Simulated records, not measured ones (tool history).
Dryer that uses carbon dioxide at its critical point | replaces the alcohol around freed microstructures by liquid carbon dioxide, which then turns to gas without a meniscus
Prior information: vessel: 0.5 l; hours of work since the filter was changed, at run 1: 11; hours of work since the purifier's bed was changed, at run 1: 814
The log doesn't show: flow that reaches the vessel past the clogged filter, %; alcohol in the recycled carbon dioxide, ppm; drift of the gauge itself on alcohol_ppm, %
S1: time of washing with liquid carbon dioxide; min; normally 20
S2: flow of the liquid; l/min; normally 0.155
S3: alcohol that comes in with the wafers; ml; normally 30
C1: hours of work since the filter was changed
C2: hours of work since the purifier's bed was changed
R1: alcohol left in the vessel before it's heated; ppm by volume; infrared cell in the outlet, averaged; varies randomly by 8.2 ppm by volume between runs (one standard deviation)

run,hour,S1,S2,S3,C1,C2,R1
1,0.0,20,0.155,30,11,814,493
2,62.7,18,0.155,30,34,838,829
3,113.6,18,0.155,30,54,858,837
4,167.8,18,0.155,30,74,878,865
5,227.1,18,0.155,30,97,901,916
6,267.7,18,0.155,30,112,916,967
7,309.9,20,0.188,30,128,932,278
8,378.8,20,0.188,30,155,959,298
9,413.8,20,0.155,30,168,972,689
10,476.0,14,0.155,30,192,996,2600
11,537.7,20,0.177,30,215,1019,441
12,584.2,20,0.177,30,233,1037,457
13,651.0,20,0.155,30,258,1062,805
# hour 686.4: inlet filter changed
14,719.4,20,0.155,30,13,1088,491
15,759.7,19,0.155,30,28,1103,658
16,823.7,19,0.155,30,52,1127,707
17,877.2,20,0.155,30,73,1148,572
18,939.0,20,0.155,30,96,1171,606
19,970.7,18,0.155,30,108,1183,956
20,1032.7,18,0.155,30,132,1207,979
21,1075.1,18,0.155,30,148,1223,1013
22,1110.7,20,0.155,30,161,1237,702
# hour 1136.0: purifier's bed changed
23,1145.8,20,0.155,30,174,4,623
24,1189.0,20,0.155,30,190,20,654
25,1248.5,20,0.163,39,213,43,725
26,1301.1,18,0.257,30,233,63,102
27,1372.9,21,0.155,30,260,90,632
# hour 1400.2: inlet filter changed
28,1408.1,14,0.129,102,3,103,11475
29,1452.3,14,0.129,102,20,120,11591
30,1504.2,29,0.116,85,40,140,844
31,1568.2,20,0.124,24,64,164,1024
32,1630.2,20,0.107,30,88,188,2164
33,1672.0,19,0.187,97,103,204,956
34,1720.4,19,0.187,97,122,222,1004
35,1783.7,19,0.187,97,146,246,1062
36,1827.6,19,0.187,119,163,263,1374
37,1898.8,13,0.191,90,190,290,5101
38,1962.0,23,0.191,107,214,314,438
39,1993.5,23,0.248,44,226,326,65
40,2053.3,23,0.248,44,249,349,71
41,2084.4,23,0.248,44,260,360,57
# hour 2112.4: inlet filter changed
42,2117.6,32,0.163,44,2,373,42
43,2184.2,15,0.257,48,27,398,294
44,2248.8,20,0.191,44,52,423,278
45,2291.9,13,0.220,30,68,439,800
46,2330.7,13,0.220,30,83,454,858
47,2392.4,18,0.126,36,107,477,2282

Some steps in R1, run to run, broken into two amounts with sign: the step expected even without the hidden condition (settings, incoming material, random variation), and the rest, left for the hidden condition together with whatever gauge scatter is not in both the measured and the hidden-condition-free result:
Run 10 -> 11: S1 14 -> 20, S2 0.155 -> 0.177. R1 -2159 ppm by volume: hidden state -502, all else -1657.
Run 27 -> 28: S1 21 -> 14, S2 0.155 -> 0.129, S3 30 -> 102, inlet filter changed. R1 +10843 ppm by volume: hidden state -31, all else +10874.
Run 29 -> 30: S1 14 -> 29, S2 0.129 -> 0.116, S3 102 -> 85. R1 -10747 ppm by volume: hidden state -375, all else -10372.
Run 36 -> 37: S1 19 -> 13, S2 0.187 -> 0.191, S3 119 -> 90. R1 +3727 ppm by volume: hidden state +994, all else +2733.
Run 37 -> 38: S1 13 -> 23, S3 90 -> 107. R1 -4663 ppm by volume: hidden state -1252, all else -3411.
